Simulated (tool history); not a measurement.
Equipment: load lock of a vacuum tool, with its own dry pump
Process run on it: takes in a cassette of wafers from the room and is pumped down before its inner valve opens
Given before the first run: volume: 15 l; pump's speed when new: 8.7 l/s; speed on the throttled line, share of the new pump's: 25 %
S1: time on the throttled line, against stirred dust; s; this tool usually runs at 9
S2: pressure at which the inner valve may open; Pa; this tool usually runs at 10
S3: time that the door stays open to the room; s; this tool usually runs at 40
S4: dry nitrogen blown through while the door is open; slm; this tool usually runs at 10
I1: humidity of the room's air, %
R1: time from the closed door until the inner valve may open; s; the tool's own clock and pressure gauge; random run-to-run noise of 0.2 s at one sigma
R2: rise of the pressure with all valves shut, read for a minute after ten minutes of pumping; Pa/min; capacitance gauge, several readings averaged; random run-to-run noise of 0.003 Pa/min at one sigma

Run 1, hour 0: usual settings; I1 44.8. Result: R1 23.2 s, R2 0.069 Pa/min.
Run 2, hour 218.5: usual settings; I1 44.2. Result: R1 22.7 s, R2 0.066 Pa/min.
Run 3, hour 479.7: usual settings; I1 46. Result: R1 23.1 s, R2 0.072 Pa/min.
Run 4, hour 697: usual settings; I1 48.1. Result: R1 23 s, R2 0.07 Pa/min.
Run 5, hour 934.4: usual settings; I1 47. Result: R1 23.2 s, R2 0.077 Pa/min.
Run 6, hour 1167.5: usual settings; I1 44.7. Result: R1 23.1 s, R2 0.067 Pa/min.
Run 7, hour 1407.8: usual settings but S2 14 Pa; I1 45. Result: R1 22.6 s, R2 0.073 Pa/min.
Run 8, hour 1562.9: usual settings but S3 93 s; I1 44.6. Result: R1 23 s, R2 0.1 Pa/min.
Run 9, hour 1758.5: usual settings but S3 93 s; I1 45.3. Result: R1 22.9 s, R2 0.109 Pa/min.
Run 10, hour 1867: usual settings but S3 155 s; I1 46.1. Result: R1 23.2 s, R2 0.147 Pa/min.
Run 11, hour 2096.8: usual settings but S3 102 s; I1 42.9. Result: R1 23.4 s, R2 0.106 Pa/min.
Run 12, hour 2277.7: usual settings but S3 102 s; I1 45.7. Result: R1 23.5 s, R2 0.121 Pa/min.
Run 13, hour 2498.5: usual settings; I1 47.6. Result: R1 23.5 s, R2 0.073 Pa/min.
Run 14, hour 2759: usual settings but S4 22 slm; I1 45.7. Result: R1 23.7 s, R2 0.062 Pa/min.
Run 15, hour 3003.4: usual settings but S1 4 s, S4 22 slm; I1 45.4. Result: R1 19.8 s, R2 0.069 Pa/min.
Run 16, hour 3234.6: usual settings but S1 4 s, S4 22 slm; I1 47.9. Result: R1 19.5 s, R2 0.068 Pa/min.
Run 17, hour 3479.2: usual settings but S1 6 s, S2 9 Pa, S3 49 s, S4 44 slm; I1 44. Result: R1 21.3 s, R2 0.058 Pa/min.
Run 18, hour 3631.1: usual settings but S3 167 s, S4 22 slm; I1 46.6. Result: R1 23.3 s, R2 0.126 Pa/min.
Run 19, hour 3826.9: usual settings but S1 6 s, S2 13 Pa, S3 230 s, S4 5 slm; I1 45.3. Result: R1 21.2 s, R2 0.191 Pa/min.
Run 20, hour 4043.4: usual settings but S4 6 slm; I1 42.6. Result: R1 23.6 s, R2 0.083 Pa/min.
Run 21, hour 4187.2: usual settings but S4 6 slm; I1 45.5. Result: R1 23.3 s, R2 0.086 Pa/min.
Run 22, hour 4448.5: usual settings but S4 6 slm; I1 46.3. Result: R1 23.5 s, R2 0.086 Pa/min.
Run 23, hour 4585.6: usual settings but S1 6 s, S3 120 s, S4 11 slm; I1 44.3. Result: R1 21.5 s, R2 0.128 Pa/min.
Run 24, hour 4717.3: usual settings but S1 7 s; I1 42.3. Result: R1 22.2 s, R2 0.072 Pa/min.
Run 25, hour 4952.5: usual settings but S1 7 s, S3 145 s; I1 42.6. Result: R1 22.2 s, R2 0.131 Pa/min.
Run 26, hour 5177.7: usual settings but S1 8 s, S2 9 Pa, S3 185 s; I1 42.8. Result: R1 23.4 s, R2 0.149 Pa/min.
Run 27, hour 5347.2: usual settings but S1 13 s, S4 28 slm; I1 42.9. Result: R1 26.7 s, R2 0.069 Pa/min.
Run 28, hour 5533.8: usual settings but S1 13 s, S4 28 slm; I1 45.9. Result: R1 26.8 s, R2 0.067 Pa/min.

Forecast run 29:
Run 29, hour 5774.2: usual settings but S1 5 s, S2 8 Pa; I1 46.3. Result: R1 ?, R2 ?.

{"run 29": {"R1": 21.4, "R2": 0.088}}
With the hidden condition absent and the run-to-run variation left alone, this run would have shown R1 20.4 s, R2 0.053 Pa/min.

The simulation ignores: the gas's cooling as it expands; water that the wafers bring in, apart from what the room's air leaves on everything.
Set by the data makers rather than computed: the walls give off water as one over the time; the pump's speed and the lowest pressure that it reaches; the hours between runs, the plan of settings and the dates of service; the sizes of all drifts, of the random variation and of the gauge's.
